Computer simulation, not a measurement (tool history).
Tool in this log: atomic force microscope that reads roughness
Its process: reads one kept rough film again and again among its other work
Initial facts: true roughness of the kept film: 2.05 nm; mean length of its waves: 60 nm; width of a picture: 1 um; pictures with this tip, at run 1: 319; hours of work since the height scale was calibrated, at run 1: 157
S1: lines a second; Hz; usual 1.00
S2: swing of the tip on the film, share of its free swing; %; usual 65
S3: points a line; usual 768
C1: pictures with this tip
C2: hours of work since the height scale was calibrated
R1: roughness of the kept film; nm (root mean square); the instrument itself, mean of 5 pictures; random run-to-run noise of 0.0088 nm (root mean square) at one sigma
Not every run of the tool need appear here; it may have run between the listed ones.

Run 1, hour 0.0: usual settings; C1 319; C2 157. Result: R1 1.822 nm (root mean square).
Run 2, hour 5.4: usual settings; C1 331; C2 160. Result: R1 1.833 nm (root mean square).
At hour 11.9: new tip fitted.
Run 3, hour 16.2: usual settings but S1 2.50 Hz; C1 9; C2 168. Result: R1 1.903 nm (root mean square).
Run 4, hour 22.7: usual settings but S3 456; C1 25; C2 173. Result: R1 1.947 nm (root mean square).
Run 5, hour 33.5: usual settings but S3 456; C1 50; C2 180. Result: R1 1.942 nm (root mean square).
Run 6, hour 43.4: usual settings but S3 790; C1 73; C2 187. Result: R1 1.929 nm (root mean square).
Run 7, hour 50.3: usual settings but S3 360; C1 89; C2 192. Result: R1 1.921 nm (root mean square).
Run 8, hour 59.4: usual settings; C1 110; C2 199. Result: R1 1.907 nm (root mean square).
Run 9, hour 66.7: usual settings; C1 127; C2 204. Result: R1 1.903 nm (root mean square).
Run 10, hour 76.2: usual settings but S2 71 %; C1 149; C2 211. Result: R1 1.887 nm (root mean square).
Run 11, hour 85.2: usual settings; C1 170; C2 218. Result: R1 1.890 nm (root mean square).
Run 12, hour 95.3: usual settings; C1 194; C2 225. Result: R1 1.884 nm (root mean square).
Run 13, hour 101.5: usual settings; C1 208; C2 229. Result: R1 1.879 nm (root mean square).
Run 14, hour 109.7: usual settings; C1 228; C2 235. Result: R1 1.863 nm (root mean square).
Run 15, hour 122.3: usual settings; C1 257; C2 244. Result: R1 1.862 nm (root mean square).
Run 16, hour 133.8: usual settings but S1 2.89 Hz, S3 471; C1 284; C2 253. Result: R1 1.771 nm (root mean square).
Run 17, hour 139.8: usual settings but S1 2.61 Hz, S2 70 %, S3 321; C1 298; C2 257. Result: R1 1.761 nm (root mean square).
Run 18, hour 147.3: usual settings but S1 2.61 Hz, S2 71 %, S3 321; C1 315; C2 262. Result: R1 1.735 nm (root mean square).
Run 19, hour 155.0: usual settings but S1 1.52 Hz, S3 321; C1 333; C2 268. Result: R1 1.803 nm (root mean square).
At hour 161.5: new tip fitted.
Run 20, hour 165.4: usual settings but S1 1.52 Hz, S3 321; C1 9; C2 275. Result: R1 1.956 nm (root mean square).
Run 21, hour 171.1: usual settings but S1 1.52 Hz, S3 321; C1 22; C2 279. Result: R1 1.918 nm (root mean square).
Run 22, hour 182.9: usual settings but S1 3.52 Hz, S2 56 %, S3 313; C1 50; C2 287. Result: R1 1.909 nm (root mean square).
Run 23, hour 190.1: usual settings but S2 83 %, S3 413; C1 67; C2 293. Result: R1 1.885 nm (root mean square).
Run 24, hour 201.5: usual settings but S2 83 %, S3 413; C1 93; C2 301. Result: R1 1.861 nm (root mean square).
Run 25, hour 213.2: usual settings but S2 83 %, S3 413; C1 120; C2 309. Result: R1 1.872 nm (root mean square).
Run 26, hour 222.3: usual settings but S1 0.70 Hz, S2 70 %, S3 751; C1 142; C2 316. Result: R1 1.903 nm (root mean square).

Each row is a separate what-if for the run after 26, all from the same tool condition, not one after another. Results?
Run A, hour 232.3: usual settings but S1 0.58 Hz, S3 285; C1 165; C2 323. Result: R1 ?.
Run B, hour 232.3: usual settings but S2 59 %; C1 165; C2 323. Result: R1 ?.
Run C, hour 232.3: usual settings but S1 2.01 Hz, S2 79 %, S3 751; C1 165; C2 323. Result: R1 ?.
Run D, hour 232.3: usual settings but S1 0.69 Hz, S2 68 %, S3 534; C1 165; C2 323. Result: R1 ?.

run     R1
  A  1.899
  B  1.904
  C  1.791
  D  1.908
Take away the tool's hidden state, keep each run's random variation, and the runs would have read:
run     R1
  A  1.973
  B  1.978
  C  1.861
  D  1.982

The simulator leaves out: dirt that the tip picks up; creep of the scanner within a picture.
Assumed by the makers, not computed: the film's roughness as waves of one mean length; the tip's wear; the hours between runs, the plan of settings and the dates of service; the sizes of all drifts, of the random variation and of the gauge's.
